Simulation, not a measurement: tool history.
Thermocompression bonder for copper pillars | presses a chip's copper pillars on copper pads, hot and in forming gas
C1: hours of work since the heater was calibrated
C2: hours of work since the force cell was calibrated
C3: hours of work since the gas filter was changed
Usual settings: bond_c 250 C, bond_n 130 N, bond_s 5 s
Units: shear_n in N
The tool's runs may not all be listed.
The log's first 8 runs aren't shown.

run 9 day=10.562 | bond_c=250 bond_n=130 bond_s=3 | C1=1063 C2=604 C3=88 | shear_n=68.3
run 10 day=11.85 | bond_c=250 bond_n=130 bond_s=3 | C1=1082 C2=623 C3=107 | shear_n=68.5
run 11 day=13.242 | bond_c=250 bond_n=130 bond_s=3 | C1=1103 C2=644 C3=128 | shear_n=68.3
run 12 day=14.054 | bond_c=250 bond_n=130 bond_s=3 | C1=1115 C2=656 C3=140 | shear_n=68.2
run 13 day=15.908 | bond_c=250 bond_n=130 bond_s=3 | C1=1143 C2=683 C3=167 | shear_n=68
-- day=16.246 heater calibrated with a thermocouple chip
run 14 day=17.438 | bond_c=250 bond_n=130 bond_s=3 | C1=18 C2=705 C3=189 | shear_n=73.7
run 15 day=18.425 | bond_c=250 bond_n=130 bond_s=3 | C1=32 C2=719 C3=203 | shear_n=74.1
run 16 day=20.217 | bond_c=250 bond_n=130 bond_s=3 | C1=59 C2=746 C3=230 | shear_n=73.3
-- day=21.092 forming gas filter changed
run 17 day=22.067 | bond_c=250 bond_n=130 bond_s=3 | C1=86 C2=773 C3=14 | shear_n=74.5
run 18 day=23.442 | bond_c=250 bond_n=130 bond_s=6 | C1=106 C2=793 C3=35 | shear_n=93.4
run 19 day=24.588 | bond_c=250 bond_n=130 bond_s=6 | C1=123 C2=810 C3=52 | shear_n=93
run 20 day=25.883 | bond_c=250 bond_n=130 bond_s=6 | C1=142 C2=829 C3=71 | shear_n=93.2
run 21 day=26.912 | bond_c=250 bond_n=130 bond_s=6 | C1=158 C2=845 C3=86 | shear_n=92.8
run 22 day=27.746 | bond_c=270 bond_n=145 bond_s=5 | C1=170 C2=857 C3=99 | shear_n=107.5
run 23 day=29.4 | bond_c=236 bond_n=109 bond_s=5 | C1=195 C2=881 C3=123 | shear_n=68.5
run 24 day=30.575 | bond_c=236 bond_n=109 bond_s=5 | C1=212 C2=899 C3=141 | shear_n=69.1
run 25 day=31.467 | bond_c=236 bond_n=109 bond_s=5 | C1=225 C2=912 C3=154 | shear_n=68.5
run 26 day=32.304 | bond_c=221 bond_n=130 bond_s=5 | C1=238 C2=925 C3=166 | shear_n=65.4
run 27 day=34.25 | bond_c=250 bond_n=80 bond_s=5 | C1=266 C2=953 C3=195 | shear_n=64.7
run 28 day=36.188 | bond_c=262 bond_n=134 bond_s=4 | C1=295 C2=982 C3=224 | shear_n=90.3

Forecast run 29:
run 29 day=37.079 | bond_c=222 bond_n=107 bond_s=13 | C1=308 C2=995 C3=237 | shear_n=?

shear_n: 81 N
Without the tool's hidden state the same run would have given shear_n 81.6 N.

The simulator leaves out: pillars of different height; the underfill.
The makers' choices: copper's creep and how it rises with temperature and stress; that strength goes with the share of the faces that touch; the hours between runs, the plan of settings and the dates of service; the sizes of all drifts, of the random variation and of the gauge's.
